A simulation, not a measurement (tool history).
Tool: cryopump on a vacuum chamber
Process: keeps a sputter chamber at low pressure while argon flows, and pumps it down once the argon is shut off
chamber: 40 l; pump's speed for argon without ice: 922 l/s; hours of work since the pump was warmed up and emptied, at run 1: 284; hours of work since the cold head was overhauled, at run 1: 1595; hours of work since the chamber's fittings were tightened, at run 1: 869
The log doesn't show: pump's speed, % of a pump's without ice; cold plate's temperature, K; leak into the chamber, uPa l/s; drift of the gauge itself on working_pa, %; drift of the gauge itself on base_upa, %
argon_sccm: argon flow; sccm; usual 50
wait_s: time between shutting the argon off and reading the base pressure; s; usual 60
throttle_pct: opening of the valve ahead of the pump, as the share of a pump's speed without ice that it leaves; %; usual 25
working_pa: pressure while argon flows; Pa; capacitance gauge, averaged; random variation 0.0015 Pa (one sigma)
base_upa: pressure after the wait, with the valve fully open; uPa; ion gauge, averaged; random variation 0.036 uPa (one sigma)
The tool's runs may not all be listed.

run    hour  argon_sccm  wait_s  throttle_pct  hours of work since the pump was warmed up and emptied  hours of work since the cold head was overhauled  hours of work since the chamber's fittings were tightened  working_pa  base_upa
  1     0.0          50      60            25                                                     284                                              1595                                                        869      0.3758      3.19
  2    58.0          50      60            25                                                     330                                              1641                                                        915      0.3745      3.16
  3   124.3          50      60            25                                                     382                                              1693                                                        968      0.3784      3.43
  4   187.0          62      60            25                                                     432                                              1743                                                       1017      0.4716      3.38
  5   243.8          50      23            25                                                     477                                              1788                                                       1062      0.3774      6.14
  6   294.1          50      23            25                                                     517                                              1828                                                       1102      0.3851      6.11
  7   362.0          50      23            25                                                     571                                              1882                                                       1156      0.3809      6.40
  8   444.9          50      23            25                                                     637                                              1948                                                       1222      0.3838      6.56
  9   536.7          50      60            55                                                     710                                              2021                                                       1295      0.1871      4.02
 10   606.7          50      60            25                                                     765                                              2076                                                       1351      0.3884      4.08
 11   686.9          50      60            25                                                     829                                              2140                                                       1414      0.3898      4.23
 12   754.0          50      60            25                                                     882                                              2193                                                       1468      0.3925      4.27
 13   826.2          50      60            25                                                     940                                              2251                                                       1525      0.3936      4.47
 14   902.0          50      60            25                                                    1000                                              2311                                                       1585      0.3969      4.67
 15   969.3          50      60            25                                                    1053                                              2364                                                       1639      0.3978      4.84
 16  1016.3          57      60            25                                                    1090                                              2402                                                       1676      0.4581      4.89
     1030.1  -- leaking fittings of the chamber tightened, without venting
 17  1060.4          50     171            25                                                    1124                                              2435                                                         24      0.4014      1.21
 18  1139.4          50     171            25                                                    1187                                              2498                                                         87      0.4033      1.27
     1163.8  -- pump warmed up, emptied and cooled again
 19  1227.9          77     232            25                                                      51                                              2564                                                        153      0.5728      1.02
 20  1287.1          77     232            25                                                      98                                              2611                                                        200      0.5718      1.06
 21  1329.1          77     232            25                                                     131                                              2644                                                        233      0.5741      1.10
 22  1392.5          59      83            25                                                     182                                              2695                                                        284      0.4421      1.99
 23  1469.7          53     164            39                                                     243                                              2756                                                        345      0.2588      1.48
 24  1541.9          53     259            23                                                     300                                              2813                                                        402      0.4346      1.35
 25  1610.2          53     259            23                                                     354                                              2867                                                        457      0.4341      1.46
 26  1672.3          53     259            23                                                     404                                              2917                                                        506      0.4375      1.53
 27  1723.4          53     259            23                                                     444                                              2957                                                        546      0.4350      1.62
 28  1788.0          53     259            23                                                     496                                              3009                                                        598      0.4356      1.70
 29  1844.7          58     168            20                                                     541                                              3054                                                        643      0.5538      1.98
 30  1923.4          58     168            34                                                     603                                              3116                                                        705      0.3325      1.98
 31  2011.2          25      60            38                                                     673                                              3186                                                        775      0.1309      3.23
 32  2065.1          50      54            20                                                     716                                              3229                                                        818      0.4795      3.47
 33  2108.4          77      54            20                                                     750                                              3263                                                        852      0.7393      3.67
 34  2167.1          88     218            20                                                     797                                              3310                                                        899      0.8488      2.35
 35  2252.5          88     203            29                                                     864                                              3377                                                        967      0.6029      2.52

The same runs without the tool's hidden state, with the same run-to-run variation:
run  working_pa  base_upa
  1      0.3677      2.01
  2      0.3652      1.93
  3      0.3677      2.04
  4      0.4568      1.95
  5      0.3644      4.62
  6      0.3710      4.55
  7      0.3653      4.69
  8      0.3665      4.69
  9      0.1674      2.01
 10      0.3668      1.99
 11      0.3664      2.00
 12      0.3673      1.95
 13      0.3663      1.98
 14      0.3674      1.99
 15      0.3666      2.00
 16      0.4206      2.02
 17      0.3675      0.96
 18      0.3671      0.89
 19      0.5668      0.74
 20      0.5642      0.71
 21      0.5653      0.72
 22      0.4339      1.53
 23      0.2499      0.93
 24      0.4243      0.71
 25      0.4224      0.72
 26      0.4243      0.72
 27      0.4208      0.73
 28      0.4200      0.73
 29      0.5350      0.94
 30      0.3119      0.87
 31      0.1210      1.96
 32      0.4583      2.12
 33      0.7051      2.21
 34      0.8072      0.81
 35      0.5572      0.83
